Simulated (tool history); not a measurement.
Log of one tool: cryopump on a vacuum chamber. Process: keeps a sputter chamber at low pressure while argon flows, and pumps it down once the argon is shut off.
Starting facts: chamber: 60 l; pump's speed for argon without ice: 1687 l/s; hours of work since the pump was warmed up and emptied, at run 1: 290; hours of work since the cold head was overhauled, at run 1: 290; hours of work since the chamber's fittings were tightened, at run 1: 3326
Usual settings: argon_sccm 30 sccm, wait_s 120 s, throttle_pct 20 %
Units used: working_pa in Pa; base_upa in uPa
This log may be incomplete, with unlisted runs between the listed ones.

run   hour  argon_sccm  wait_s  throttle_pct  hours of work since the pump was warmed up and emptied  hours of work since the cold head was overhauled  hours of work since the chamber's fittings were tightened  working_pa  base_upa
  1    0.0          30     120            20                                                     290                                               290                                                       3326      0.1563      2.13
  2   23.3          30     120            26                                                     300                                               300                                                       3336      0.1208      2.13
  3   41.4          30     120            26                                                     307                                               307                                                       3343      0.1216      2.17
  4   60.5          30     120            26                                                     315                                               315                                                       3351      0.1215      2.20
  5   75.7          30     120            26                                                     321                                               321                                                       3357      0.1219      2.18
  6   90.6          30     120            26                                                     327                                               327                                                       3363      0.1211      2.13
  7  117.8          30     120            20                                                     339                                               339                                                       3375      0.1570      2.17
  8  146.5          30     120            20                                                     351                                               351                                                       3386      0.1565      2.22
  9  165.5          30     120            20                                                     358                                               358                                                       3394      0.1577      2.25
 10  192.1          30     120            33                                                     369                                               369                                                       3405      0.0987      2.22
 11  209.6          13     277            37                                                     377                                               377                                                       3412      0.0384      2.08
 12  232.2          19     120            33                                                     386                                               386                                                       3422      0.0626      2.23
 13  258.0          19     120            33                                                     396                                               396                                                       3432      0.0626      2.30
 14  291.1          19     120            33                                                     410                                               410                                                       3446      0.0618      2.25
     303.2  -- pump warmed up, emptied and cooled again
 15  318.9          19     120            33                                                       6                                               420                                                       3455      0.0580      1.95
 16  351.2          30     250            41                                                      20                                               433                                                       3469      0.0736      1.78
 17  369.2          30     250            41                                                      27                                               440                                                       3476      0.0738      1.78
 18  398.5          30     250            41                                                      39                                               452                                                       3488      0.0735      1.76
 19  423.9          30     250            41                                                      50                                               463                                                       3499      0.0749      1.79
 20  456.5          39     174            29                                                      63                                               476                                                       3512      0.1350      1.93

3 options for the next run, each taken on its own from the tool as it stands now. Forecast them:
  A  492.5          34     161            46                                                      78                                               491                                                       3527           ?         ?
  B  492.5          51      27            50                                                      78                                               491                                                       3527           ?         ?
  C  492.5          20     120            42                                                      78                                               491                                                       3527           ?         ?

run  working_pa  base_upa
  A      0.0754      1.94
  B      0.1051      3.26
  C      0.0489      1.98
What these runs would have given with no unlogged condition in the tool:
run  working_pa  base_upa
  A      0.0735      0.46
  B      0.1023      1.78
  C      0.0478      0.52

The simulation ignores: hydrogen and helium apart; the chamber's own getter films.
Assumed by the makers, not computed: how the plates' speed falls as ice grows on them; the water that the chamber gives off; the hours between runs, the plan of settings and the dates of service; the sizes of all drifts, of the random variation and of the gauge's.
